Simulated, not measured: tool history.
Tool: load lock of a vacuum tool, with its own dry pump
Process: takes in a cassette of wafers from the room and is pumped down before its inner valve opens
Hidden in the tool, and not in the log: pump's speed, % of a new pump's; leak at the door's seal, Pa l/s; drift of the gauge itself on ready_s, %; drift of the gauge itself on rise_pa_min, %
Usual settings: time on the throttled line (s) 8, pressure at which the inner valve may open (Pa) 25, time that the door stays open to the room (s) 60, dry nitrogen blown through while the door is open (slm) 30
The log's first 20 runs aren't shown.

| run | hour | time on the throttled line (s) | pressure at which the inner valve may open (Pa) | time that the door stays open to the room (s) | dry nitrogen blown through while the door is open (slm) | hours that the pump has run since its overhaul | times that the door has closed on its seal | incoming humidity of the room's air, % | time from the closed door until the inner valve may open (s) | rise of the pressure with all valves shut (Pa/min) |
|---|---|---|---|---|---|---|---|---|---|---|
| 21 | 1977.6 | 8 | 25 | 186 | 7 | 3533 | 32425 | 41.5 | 17.4 | 0.129 |
| 22 | 2039.1 | 8 | 27 | 60 | 30 | 3595 | 32624 | 42.5 | 17.4 | 0.044 |
| 23 | 2144.9 | 8 | 27 | 60 | 30 | 3701 | 32967 | 45.5 | 17.5 | 0.047 |
| 24 | 2244.4 | 8 | 27 | 60 | 30 | 3800 | 33289 | 47.8 | 17.5 | 0.048 |
| 25 | 2330.4 | 8 | 25 | 86 | 30 | 3886 | 33567 | 46.6 | 17.8 | 0.058 |
| 26 | 2431 | 5 | 38 | 45 | 18 | 3987 | 33893 | 45.3 | 14.5 | 0.053 |
| 27 | 2503.9 | 5 | 25 | 60 | 30 | 4060 | 34129 | 45 | 15.2 | 0.048 |
| 28 | 2603.3 | 6 | 25 | 124 | 30 | 4159 | 34451 | 45.4 | 15.8 | 0.074 |
| 29 | 2720.3 | 6 | 25 | 124 | 30 | 4276 | 34829 | 44.4 | 16.4 | 0.072 |
| 30 | 2816.3 | 6 | 25 | 124 | 30 | 4372 | 35140 | 40 | 15.9 | 0.068 |
| 31 | 2950.4 | 8 | 25 | 60 | 22 | 4506 | 35574 | 44.7 | 17.6 | 0.042 |
| 32 | 3044 | 10 | 48 | 60 | 7 | 4600 | 35877 | 46.5 | 17.8 | 0.077 |
| 33 | 3123.8 | 10 | 48 | 60 | 7 | 4680 | 36136 | 48.3 | 17.6 | 0.078 |
| 34 | 3198.1 | 10 | 33 | 60 | 7 | 4754 | 36376 | 45 | 18.6 | 0.073 |
| 35 | 3314 | 10 | 42 | 167 | 8 | 4870 | 36752 | 44.5 | 18.6 | 0.13 |
| 36 | 3372.3 | 7 | 22 | 45 | 32 | 4928 | 36940 | 46.4 | 16.8 | 0.041 |
| 37 | 3463.7 | 7 | 25 | 132 | 7 | 5020 | 37236 | 43 | 16.8 | 0.109 |

Forecast each of these 3 alternatives for the next run:
| A | 3569.8 | 6 | 25 | 93 | 30 | 5126 | 37580 | 47.4 | ? | ? |
| B | 3569.8 | 11 | 25 | 108 | 8 | 5126 | 37580 | 46.2 | ? | ? |
| C | 3569.8 | 8 | 36 | 60 | 9 | 5126 | 37580 | 44.3 | ? | ? |

| run | time from the closed door until the inner valve may open (s) | rise of the pressure with all valves shut (Pa/min) |
|---|---|---|
| A | 16.1 | 0.07 |
| B | 19.6 | 0.099 |
| C | 16.9 | 0.066 |
Without the tool's hidden state the same runs would have given:
| run | time from the closed door until the inner valve may open (s) | rise of the pressure with all valves shut (Pa/min) |
|---|---|---|
| A | 16 | 0.07 |
| B | 19.6 | 0.099 |
| C | 16.9 | 0.066 |

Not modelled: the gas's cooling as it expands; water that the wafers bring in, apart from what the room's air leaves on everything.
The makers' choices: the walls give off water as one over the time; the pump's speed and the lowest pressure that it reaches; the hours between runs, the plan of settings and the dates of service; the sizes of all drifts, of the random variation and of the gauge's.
